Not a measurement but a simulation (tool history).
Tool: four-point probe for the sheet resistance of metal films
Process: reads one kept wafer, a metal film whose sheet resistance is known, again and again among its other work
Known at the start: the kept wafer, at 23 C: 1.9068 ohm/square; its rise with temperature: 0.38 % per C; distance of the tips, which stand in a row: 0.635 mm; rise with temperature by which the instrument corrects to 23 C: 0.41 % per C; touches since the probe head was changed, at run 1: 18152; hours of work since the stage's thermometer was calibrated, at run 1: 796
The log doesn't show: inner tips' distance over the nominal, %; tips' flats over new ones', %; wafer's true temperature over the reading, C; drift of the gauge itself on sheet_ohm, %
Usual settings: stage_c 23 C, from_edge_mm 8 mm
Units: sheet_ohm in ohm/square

| run | day | stage_c | from_edge_mm | touches since the probe head was changed | hours of work since the stage's thermometer was calibrated | sheet_ohm |
|---|---|---|---|---|---|---|
| 1 | 0 | 23 | 8 | 18152 | 796 | 1.914439 |
| 2 | 0.788 | 23 | 8 | 18903 | 805 | 1.914897 |
| 3 | 1.296 | 25 | 8 | 19390 | 811 | 1.913574 |
| 4 | 2.146 | 23 | 8 | 20198 | 820 | 1.914342 |
| 5 | 2.912 | 23 | 8 | 20928 | 828 | 1.914094 |
| 6 | 3.946 | 27 | 8 | 21915 | 839 | 1.912296 |
| 7 | 4.829 | 27 | 8 | 22756 | 849 | 1.91185 |
| 8 | 5.908 | 27 | 8 | 23784 | 861 | 1.912164 |
| 9 | 6.85 | 27 | 8 | 24685 | 871 | 1.912806 |
| 10 | 7.779 | 27 | 8 | 25571 | 881 | 1.912626 |
| 11 | 8.308 | 23 | 8 | 26073 | 887 | 1.914642 |
| 12 | 9.292 | 23 | 8 | 27012 | 897 | 1.913986 |
| 13 | 10.342 | 23 | 5 | 28014 | 909 | 1.923942 |
| 14 | 11.233 | 23 | 8 | 28862 | 918 | 1.913889 |
| 15 | 11.925 | 31 | 8 | 29521 | 926 | 1.909972 |
| 16 | 12.758 | 31 | 8 | 30316 | 935 | 1.909603 |
| 17 | 13.683 | 31 | 8 | 31198 | 945 | 1.909396 |
| 18 | 14.254 | 31 | 8 | 31743 | 951 | 1.909633 |
| 19 | 14.9 | 26 | 8 | 32361 | 958 | 1.912218 |
| 20 | 15.667 | 22 | 8 | 33092 | 966 | 1.913484 |
| 21 | 16.225 | 25 | 8 | 33623 | 972 | 1.912343 |
| 22 | 17.033 | 29 | 8 | 34393 | 981 | 1.910801 |
| 23 | 17.933 | 18 | 8 | 35252 | 991 | 1.915784 |
| 24 | 18.592 | 31 | 59 | 35878 | 998 | 1.903391 |
| 25 | 19.212 | 31 | 59 | 36471 | 1005 | 1.902992 |
| 26 | 19.929 | 31 | 59 | 37155 | 1013 | 1.903454 |
| 27 | 20.538 | 31 | 59 | 37735 | 1019 | 1.903412 |
| 28 | 21.3 | 33 | 8 | 38460 | 1027 | 1.908289 |
| 29 | 22.383 | 23 | 15 | 39496 | 1039 | 1.908059 |
| 30 | 22.988 | 23 | 4 | 40071 | 1046 | 1.932241 |
| 31 | 23.779 | 23 | 12 | 40824 | 1054 | 1.908786 |
| 32 | 24.675 | 34 | 8 | 41681 | 1064 | 1.907976 |
| 33 | 25.142 | 34 | 9 | 42126 | 1069 | 1.906774 |
| 34 | 25.7 | 23 | 7 | 42655 | 1075 | 1.914328 |
| 35 | 26.275 | 23 | 7 | 43204 | 1081 | 1.914957 |
| 36 | 26.996 | 23 | 7 | 43891 | 1089 | 1.914814 |
| 37 | 27.904 | 23 | 7 | 44760 | 1099 | 1.914706 |
| 38 | 28.7 | 23 | 7 | 45518 | 1108 | 1.914674 |
| 39 | 29.471 | 19 | 43 | 46252 | 1116 | 1.907519 |
| 40 | 30.092 | 20 | 23 | 46843 | 1123 | 1.90759 |
| 41 | 30.992 | 23 | 13 | 47702 | 1133 | 1.908168 |
| 42 | 31.588 | 32 | 14 | 48269 | 1139 | 1.904327 |
| 43 | 32.567 | 32 | 14 | 49206 | 1150 | 1.903967 |
| 44 | 33.158 | 28 | 4 | 49770 | 1156 | 1.929316 |
| 45 | 33.679 | 28 | 4 | 50264 | 1162 | 1.929565 |

3 ways to go on from here, each from the tool as it stands after run 45. What would each give?
| A | 34.192 | 23 | 27 | 50755 | 1167 | ? |
| B | 34.192 | 32 | 11 | 50755 | 1167 | ? |
| C | 34.192 | 29 | 24 | 50755 | 1167 | ? |

| run | sheet_ohm |
|---|---|
| A | 1.906118 |
| B | 1.904848 |
| C | 1.904171 |
Without the tool's hidden state the same runs would have given:
| run | sheet_ohm |
|---|---|
| A | 1.90718 |
| B | 1.906008 |
| C | 1.905298 |

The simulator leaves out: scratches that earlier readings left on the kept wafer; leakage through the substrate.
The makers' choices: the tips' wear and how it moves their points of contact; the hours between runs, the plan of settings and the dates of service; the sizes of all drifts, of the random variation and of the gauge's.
